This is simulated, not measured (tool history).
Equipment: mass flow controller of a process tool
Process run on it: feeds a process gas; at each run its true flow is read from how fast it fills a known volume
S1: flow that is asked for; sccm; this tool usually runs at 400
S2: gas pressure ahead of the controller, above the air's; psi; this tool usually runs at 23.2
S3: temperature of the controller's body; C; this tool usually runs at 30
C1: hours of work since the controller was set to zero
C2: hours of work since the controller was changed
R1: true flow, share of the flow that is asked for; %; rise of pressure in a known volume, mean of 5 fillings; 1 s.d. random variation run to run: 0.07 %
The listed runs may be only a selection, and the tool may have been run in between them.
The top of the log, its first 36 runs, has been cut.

{"run": 37, "hour": 4361.7, "S1": 885, "S2": 34.7, "S3": 30, "C1": 3134, "C2": 3134, "R1": 98.92}
{"run": 38, "hour": 4484.0, "S1": 387, "S2": 26.0, "S3": 30, "C1": 3175, "C2": 3175, "R1": 98.09}
{"run": 39, "hour": 4580.3, "S1": 387, "S2": 26.0, "S3": 30, "C1": 3208, "C2": 3208, "R1": 98.03}
{"run": 40, "hour": 4745.4, "S1": 336, "S2": 34.5, "S3": 22, "C1": 3264, "C2": 3264, "R1": 98.45}
{"run": 41, "hour": 4847.7, "S1": 126, "S2": 23.2, "S3": 22, "C1": 3298, "C2": 3298, "R1": 97.33}
{"run": 42, "hour": 4989.6, "S1": 712, "S2": 38.9, "S3": 25, "C1": 3346, "C2": 3346, "R1": 98.87}
{"run": 43, "hour": 5140.5, "S1": 136, "S2": 23.9, "S3": 37, "C1": 3397, "C2": 3397, "R1": 96.64}
{"run": 44, "hour": 5288.7, "S1": 397, "S2": 32.2, "S3": 30, "C1": 3447, "C2": 3447, "R1": 98.16}
{"run": 45, "hour": 5401.9, "S1": 902, "S2": 39.0, "S3": 24, "C1": 3485, "C2": 3485, "R1": 99.1}
{"run": 46, "hour": 5523.5, "S1": 294, "S2": 28.0, "S3": 29, "C1": 3526, "C2": 3526, "R1": 97.85}
{"run": 47, "hour": 5637.0, "S1": 400, "S2": 23.2, "S3": 26, "C1": 3564, "C2": 3564, "R1": 97.87}

Here are 5 independent what-if runs from the current tool condition. What would each one return?
{"run": "A", "hour": 5743.6, "S1": 505, "S2": 31.5, "S3": 30, "C1": 3600, "C2": 3600, "R1": "?"}
{"run": "B", "hour": 5743.6, "S1": 400, "S2": 39.5, "S3": 20, "C1": 3600, "C2": 3600, "R1": "?"}
{"run": "C", "hour": 5743.6, "S1": 400, "S2": 23.2, "S3": 31, "C1": 3600, "C2": 3600, "R1": "?"}
{"run": "D", "hour": 5743.6, "S1": 424, "S2": 23.2, "S3": 30, "C1": 3600, "C2": 3600, "R1": "?"}
{"run": "E", "hour": 5743.6, "S1": 142, "S2": 24.5, "S3": 30, "C1": 3600, "C2": 3600, "R1": "?"}

run=A R1=98.24
run=B R1=98.67
run=C R1=97.78
run=D R1=97.78
run=E R1=97.04
Had the tool no hidden state, the same runs would have come out as:
run=A R1=99.62
run=B R1=100.13
run=C R1=99.24
run=D R1=99.22
run=E R1=99.24
